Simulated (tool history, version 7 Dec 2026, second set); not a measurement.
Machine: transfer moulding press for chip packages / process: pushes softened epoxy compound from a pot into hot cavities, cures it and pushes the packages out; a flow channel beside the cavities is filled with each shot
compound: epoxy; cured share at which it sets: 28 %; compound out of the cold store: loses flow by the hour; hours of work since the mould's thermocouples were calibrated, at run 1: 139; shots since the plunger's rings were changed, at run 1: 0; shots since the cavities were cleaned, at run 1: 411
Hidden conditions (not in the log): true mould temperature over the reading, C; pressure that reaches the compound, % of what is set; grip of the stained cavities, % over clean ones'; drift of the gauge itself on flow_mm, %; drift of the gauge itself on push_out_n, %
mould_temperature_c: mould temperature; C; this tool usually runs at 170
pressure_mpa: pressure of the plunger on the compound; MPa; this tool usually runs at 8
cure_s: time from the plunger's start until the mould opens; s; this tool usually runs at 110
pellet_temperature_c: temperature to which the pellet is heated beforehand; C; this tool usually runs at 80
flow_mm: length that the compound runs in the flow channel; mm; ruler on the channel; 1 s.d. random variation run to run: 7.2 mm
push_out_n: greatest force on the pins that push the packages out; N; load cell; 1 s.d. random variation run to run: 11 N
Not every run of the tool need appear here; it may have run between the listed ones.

run	hour	mould_temperature_c	pressure_mpa	cure_s	pellet_temperature_c	hours of work since the mould's thermocouples were calibrated	shots since the plunger's rings were changed	shots since the cavities were cleaned	incoming compound's hours out of the cold store	flow_mm	push_out_n
1	0	170	8	110	80	139	0	411	26.6	850	852
2	14.6	170	8	110	80	148	170	581	16.5	884	901
# hour 31.1: cavities cleaned with cleaning compound and waxed
3	31.1	170	8	110	80	158	345	0	33.1	823	529
4	38.3	170	8	110	80	162	429	84	9.7	896	638
5	45.4	170	8	110	80	167	511	166	35.9	819	714
6	57.3	170	8	110	80	174	649	304	25.7	834	832
7	71.9	170	8	110	80	183	819	474	23.9	845	922
8	87.7	170	8	110	80	193	1004	659	8.9	883	964
# hour 97.5: cavities cleaned with cleaning compound and waxed
9	100.5	170	8	110	80	201	1135	35	44.6	779	554
10	115.1	170	8	110	80	210	1305	205	40.6	788	751
11	130.9	170	8	110	80	220	1489	389	40.2	783	854
12	141.4	170	8	146	80	227	1611	511	22.9	834	799
13	148.6	170	8	146	80	231	1695	595	19.4	854	804
14	157.6	170	8	146	80	237	1800	700	37.6	782	826
# hour 164.1: cavities cleaned with cleaning compound and waxed
15	167	174	8	110	73	242	1891	33	36.8	775	498
16	176.4	174	8	110	73	248	2001	143	45.6	754	632
17	183	164	9.62	122	72	252	2077	219	29.9	918	900
18	198.6	164	9.62	122	72	262	2260	402	44.6	864	999
19	213.4	170	6.01	110	80	271	2431	573	39	676	922
20	221.8	170	6.01	110	80	277	2530	672	44.6	658	930
# hour 231.2: cavities cleaned with cleaning compound and waxed
21	238	170	6.17	110	80	286	2701	79	17.6	719	619
22	248.8	175	7.81	137	73	293	2826	204	20.7	795	641
23	262.2	162	6.73	100	71	301	2983	361	20.2	781	1860

Alternative continuations, all from the tool just after run 23; predict every row:
A	275.6	165	7.62	108	80	310	3138	516	29.2	?	?
B	275.6	169	7.29	110	86	310	3138	516	32.7	?	?
C	275.6	170	6.46	125	78	310	3138	516	43.3	?	?
D	275.6	171	6.67	138	71	310	3138	516	10.3	?	?

run	flow_mm	push_out_n
A	785	1256
B	749	885
C	667	804
D	767	744
Without the tool's unlogged condition, the same runs would have read:
run	flow_mm	push_out_n
A	840	757
B	801	518
C	713	455
D	820	418

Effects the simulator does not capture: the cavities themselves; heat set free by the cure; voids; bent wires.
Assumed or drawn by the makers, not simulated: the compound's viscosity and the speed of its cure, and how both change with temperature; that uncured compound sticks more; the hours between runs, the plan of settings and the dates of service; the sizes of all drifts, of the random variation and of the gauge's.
